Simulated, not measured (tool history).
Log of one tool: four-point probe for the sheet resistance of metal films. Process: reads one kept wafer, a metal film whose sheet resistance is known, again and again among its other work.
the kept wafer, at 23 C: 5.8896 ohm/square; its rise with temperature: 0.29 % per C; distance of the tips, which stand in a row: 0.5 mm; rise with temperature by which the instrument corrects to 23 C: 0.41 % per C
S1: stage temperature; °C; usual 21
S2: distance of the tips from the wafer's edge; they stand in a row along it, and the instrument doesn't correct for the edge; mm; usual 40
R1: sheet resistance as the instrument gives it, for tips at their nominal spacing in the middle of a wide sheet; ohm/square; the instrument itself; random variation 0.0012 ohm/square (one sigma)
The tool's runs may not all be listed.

| run | hour | S1 | S2 | R1 |
|---|---|---|---|---|
| 1 | 0 | 21 | 40 | 5.922818 |
| 2 | 47.8 | 21 | 13 | 5.92909 |
| 3 | 93.3 | 21 | 13 | 5.928837 |
| 4 | 143.6 | 34 | 13 | 5.841891 |
| 5 | 217.3 | 34 | 13 | 5.838759 |
|  | 223.5 | stage's thermometer calibrated |
| 6 | 301.9 | 21 | 40 | 5.925549 |

Run 7 comes next. What will it give?
| 7 | 361.3 | 21 | 40 | ? |

R1: 5.926415 ohm/square
Without the tool's hidden state the same run would have given R1 5.904261 ohm/square.
